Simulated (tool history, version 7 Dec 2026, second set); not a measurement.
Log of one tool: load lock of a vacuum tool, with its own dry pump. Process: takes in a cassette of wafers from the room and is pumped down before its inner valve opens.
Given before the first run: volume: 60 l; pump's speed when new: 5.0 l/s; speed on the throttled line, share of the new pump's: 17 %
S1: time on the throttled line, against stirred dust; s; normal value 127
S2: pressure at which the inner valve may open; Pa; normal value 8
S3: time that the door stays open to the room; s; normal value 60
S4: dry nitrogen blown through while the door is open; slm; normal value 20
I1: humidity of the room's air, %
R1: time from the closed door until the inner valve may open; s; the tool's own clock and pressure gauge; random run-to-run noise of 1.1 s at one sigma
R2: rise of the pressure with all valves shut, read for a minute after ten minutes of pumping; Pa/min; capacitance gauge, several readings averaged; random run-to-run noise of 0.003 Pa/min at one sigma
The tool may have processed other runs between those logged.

{"run": 1, "hour": 0.0, "S1": 127, "S2": 8, "S3": 60, "S4": 20, "I1": 45.1, "R1": 231.0, "R2": 0.487}
{"run": 2, "hour": 415.7, "S1": 127, "S2": 8, "S3": 60, "S4": 20, "I1": 43.3, "R1": 232.8, "R2": 0.505}
{"run": 3, "hour": 751.1, "S1": 127, "S2": 8, "S3": 60, "S4": 6, "I1": 49.1, "R1": 230.6, "R2": 0.553}
{"hour": 1111.5, "done": "door's seal changed, seat wiped"}
{"run": 4, "hour": 1352.6, "S1": 127, "S2": 8, "S3": 60, "S4": 6, "I1": 42.0, "R1": 232.9, "R2": 0.048}
{"run": 5, "hour": 1764.9, "S1": 127, "S2": 8, "S3": 60, "S4": 6, "I1": 44.0, "R1": 232.5, "R2": 0.054}
{"run": 6, "hour": 2058.0, "S1": 127, "S2": 8, "S3": 60, "S4": 6, "I1": 44.2, "R1": 233.4, "R2": 0.06}
{"run": 7, "hour": 2400.3, "S1": 127, "S2": 8, "S3": 57, "S4": 20, "I1": 43.6, "R1": 232.2, "R2": 0.054}
{"run": 8, "hour": 2665.3, "S1": 127, "S2": 8, "S3": 57, "S4": 20, "I1": 42.1, "R1": 233.4, "R2": 0.056}
{"run": 9, "hour": 3157.7, "S1": 127, "S2": 8, "S3": 57, "S4": 20, "I1": 44.4, "R1": 234.1, "R2": 0.069}
{"run": 10, "hour": 3503.4, "S1": 127, "S2": 7, "S3": 60, "S4": 20, "I1": 43.9, "R1": 236.3, "R2": 0.078}
{"run": 11, "hour": 3986.9, "S1": 127, "S2": 7, "S3": 60, "S4": 20, "I1": 43.1, "R1": 237.4, "R2": 0.082}
{"run": 12, "hour": 4623.5, "S1": 127, "S2": 8, "S3": 60, "S4": 20, "I1": 45.8, "R1": 237.3, "R2": 0.106}
{"run": 13, "hour": 5137.3, "S1": 127, "S2": 8, "S3": 60, "S4": 11, "I1": 45.7, "R1": 237.4, "R2": 0.118}
{"run": 14, "hour": 5732.6, "S1": 127, "S2": 8, "S3": 60, "S4": 11, "I1": 46.2, "R1": 236.5, "R2": 0.14}
{"run": 15, "hour": 6258.3, "S1": 177, "S2": 8, "S3": 60, "S4": 11, "I1": 44.1, "R1": 279.7, "R2": 0.157}
{"run": 16, "hour": 6577.1, "S1": 201, "S2": 11, "S3": 28, "S4": 17, "I1": 40.8, "R1": 294.5, "R2": 0.145}
{"run": 17, "hour": 6935.9, "S1": 201, "S2": 14, "S3": 184, "S4": 14, "I1": 43.3, "R1": 288.4, "R2": 0.19}
{"run": 18, "hour": 7276.7, "S1": 201, "S2": 14, "S3": 184, "S4": 14, "I1": 44.1, "R1": 291.1, "R2": 0.203}
{"run": 19, "hour": 7750.1, "S1": 201, "S2": 14, "S3": 184, "S4": 14, "I1": 47.0, "R1": 289.8, "R2": 0.225}
{"run": 20, "hour": 8300.9, "S1": 201, "S2": 14, "S3": 184, "S4": 14, "I1": 44.9, "R1": 289.7, "R2": 0.247}
{"run": 21, "hour": 8698.7, "S1": 65, "S2": 11, "S3": 60, "S4": 20, "I1": 47.2, "R1": 187.6, "R2": 0.239}
{"run": 22, "hour": 9101.3, "S1": 94, "S2": 8, "S3": 53, "S4": 20, "I1": 45.6, "R1": 215.2, "R2": 0.254}
{"run": 23, "hour": 9711.6, "S1": 176, "S2": 15, "S3": 26, "S4": 12, "I1": 44.5, "R1": 270.2, "R2": 0.271}
{"run": 24, "hour": 9983.8, "S1": 127, "S2": 8, "S3": 43, "S4": 20, "I1": 43.6, "R1": 242.3, "R2": 0.295}
{"run": 25, "hour": 10573.0, "S1": 127, "S2": 8, "S3": 43, "S4": 20, "I1": 47.0, "R1": 243.5, "R2": 0.313}
{"run": 26, "hour": 11081.2, "S1": 72, "S2": 8, "S3": 60, "S4": 10, "I1": 42.4, "R1": 199.9, "R2": 0.358}
{"run": 27, "hour": 11534.7, "S1": 72, "S2": 8, "S3": 60, "S4": 10, "I1": 43.3, "R1": 200.0, "R2": 0.382}

5 ways to go on from here, each from the tool as it stands after run 27. What would each give?
{"run": "A", "hour": 11948.7, "S1": 178, "S2": 9, "S3": 60, "S4": 27, "I1": 40.1, "R1": "?", "R2": "?"}
{"run": "B", "hour": 11948.7, "S1": 80, "S2": 8, "S3": 60, "S4": 20, "I1": 46.9, "R1": "?", "R2": "?"}
{"run": "C", "hour": 11948.7, "S1": 68, "S2": 8, "S3": 60, "S4": 10, "I1": 48.8, "R1": "?", "R2": "?"}
{"run": "D", "hour": 11948.7, "S1": 127, "S2": 8, "S3": 60, "S4": 20, "I1": 46.9, "R1": "?", "R2": "?"}
{"run": "E", "hour": 11948.7, "S1": 72, "S2": 13, "S3": 48, "S4": 8, "I1": 44.1, "R1": "?", "R2": "?"}

run=A R1=283.7 R2=0.388
run=B R1=207.5 R2=0.398
run=C R1=197.9 R2=0.403
run=D R1=245.6 R2=0.402
run=E R1=194.2 R2=0.412
Stripped of hidden state, with their random variation kept, the same runs would have yielded:
run=A R1=261.6 R2=0.028
run=B R1=180.9 R2=0.033
run=C R1=170.5 R2=0.041
run=D R1=220.7 R2=0.037
run=E R1=168.8 R2=0.044

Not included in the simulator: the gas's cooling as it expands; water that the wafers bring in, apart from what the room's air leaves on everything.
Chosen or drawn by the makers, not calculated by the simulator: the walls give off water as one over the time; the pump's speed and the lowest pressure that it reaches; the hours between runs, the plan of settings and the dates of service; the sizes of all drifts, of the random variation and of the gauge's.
